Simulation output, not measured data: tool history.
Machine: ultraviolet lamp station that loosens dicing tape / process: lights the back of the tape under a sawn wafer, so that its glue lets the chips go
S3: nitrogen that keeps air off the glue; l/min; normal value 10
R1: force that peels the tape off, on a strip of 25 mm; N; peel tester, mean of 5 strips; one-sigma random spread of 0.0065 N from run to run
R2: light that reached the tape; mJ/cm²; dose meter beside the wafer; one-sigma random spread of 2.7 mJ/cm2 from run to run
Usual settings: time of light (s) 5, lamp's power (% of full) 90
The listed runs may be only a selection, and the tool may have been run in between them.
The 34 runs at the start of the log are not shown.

Run 35, hour 2008.6: usual settings but time of light (s) 2, lamp's power (% of full) 66, S3 18 l/min. Result: R1 3.033 N, R2 66 mJ/cm².
Run 36, hour 2062.6: usual settings but time of light (s) 2, lamp's power (% of full) 66, S3 18 l/min. Result: R1 3.096 N, R2 64 mJ/cm².
Run 37, hour 2120.4: usual settings but time of light (s) 7, lamp's power (% of full) 88, S3 18 l/min. Result: R1 0.269 N, R2 291 mJ/cm².
Run 38, hour 2190.9: usual settings but lamp's power (% of full) 84, S3 6 l/min. Result: R1 0.904 N, R2 191 mJ/cm².
At hour 2251.3: window cleaned of glue's vapour.
Run 39, hour 2262.1: usual settings but lamp's power (% of full) 88, S3 3 l/min. Result: R1 0.773 N, R2 237 mJ/cm².
Run 40, hour 2298.7: usual settings but time of light (s) 3, lamp's power (% of full) 81. Result: R1 1.501 N, R2 129 mJ/cm².
Run 41, hour 2336.2: usual settings but time of light (s) 3, lamp's power (% of full) 81. Result: R1 1.571 N, R2 130 mJ/cm².
Run 42, hour 2384.3: usual settings but time of light (s) 3, lamp's power (% of full) 63, S3 4 l/min. Result: R1 2.688 N, R2 98 mJ/cm².
Run 43, hour 2431.3: usual settings but time of light (s) 6, lamp's power (% of full) 63, S3 4 l/min. Result: R1 1.054 N, R2 194 mJ/cm².

Predict each of these 3 candidate next runs independently; none follows another, all start after run 43:
Run A, hour 2513.5: usual settings but lamp's power (% of full) 68, S3 13 l/min. Result: R1 ?, R2 ?.
Run B, hour 2513.5: usual settings but time of light (s) 4, lamp's power (% of full) 71, S3 16 l/min. Result: R1 ?, R2 ?.
Run C, hour 2513.5: usual settings but time of light (s) 2, lamp's power (% of full) 75. Result: R1 ?, R2 ?.

run     R1   R2
  A  0.901  165
  B  1.202  142
  C  2.996   74
With the hidden condition removed and each run's random variation left untouched, the same runs would have given:
run     R1   R2
  A  0.311  275
  B  0.438  235
  C  1.653  123
